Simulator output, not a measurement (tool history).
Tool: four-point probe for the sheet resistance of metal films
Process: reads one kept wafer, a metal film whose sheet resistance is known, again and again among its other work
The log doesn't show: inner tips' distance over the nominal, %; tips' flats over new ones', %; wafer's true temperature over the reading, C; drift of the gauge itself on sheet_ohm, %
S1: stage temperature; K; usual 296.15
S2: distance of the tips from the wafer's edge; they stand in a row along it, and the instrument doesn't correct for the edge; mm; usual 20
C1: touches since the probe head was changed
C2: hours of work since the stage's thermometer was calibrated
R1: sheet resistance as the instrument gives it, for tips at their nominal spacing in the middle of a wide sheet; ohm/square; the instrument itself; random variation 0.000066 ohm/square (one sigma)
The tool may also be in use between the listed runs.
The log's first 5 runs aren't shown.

{"run": 6, "day": 9.421, "S1": 296.15, "S2": 20, "C1": 58552, "C2": 544, "R1": 0.333665}
{"run": 7, "day": 10.962, "S1": 296.15, "S2": 20, "C1": 59700, "C2": 559, "R1": 0.333904}
{"run": 8, "day": 12.271, "S1": 296.15, "S2": 41, "C1": 60672, "C2": 572, "R1": 0.333525}
{"run": 9, "day": 14.408, "S1": 296.15, "S2": 9, "C1": 62263, "C2": 594, "R1": 0.335748}
{"run": 10, "day": 16.708, "S1": 296.15, "S2": 9, "C1": 63975, "C2": 617, "R1": 0.335685}
{"run": 11, "day": 17.742, "S1": 296.15, "S2": 4, "C1": 64741, "C2": 627, "R1": 0.34448}
{"run": 12, "day": 18.862, "S1": 296.15, "S2": 20, "C1": 65576, "C2": 638, "R1": 0.334024}
{"run": 13, "day": 20.671, "S1": 296.15, "S2": 20, "C1": 66920, "C2": 656, "R1": 0.333994}
{"run": 14, "day": 21.933, "S1": 296.15, "S2": 20, "C1": 67859, "C2": 668, "R1": 0.334157}
{"run": 15, "day": 24.129, "S1": 296.15, "S2": 20, "C1": 69494, "C2": 690, "R1": 0.334117}
{"run": 16, "day": 25.167, "S1": 302.15, "S2": 10, "C1": 70266, "C2": 701, "R1": 0.333602}

The next listed run, before its measurement:
{"run": 17, "day": 27.679, "S1": 307.15, "S2": 20, "C1": 72133, "C2": 726, "R1": "?"}

R1: 0.330866 ohm/square
Without the tool's hidden state the same run would have given R1 0.327739 ohm/square.
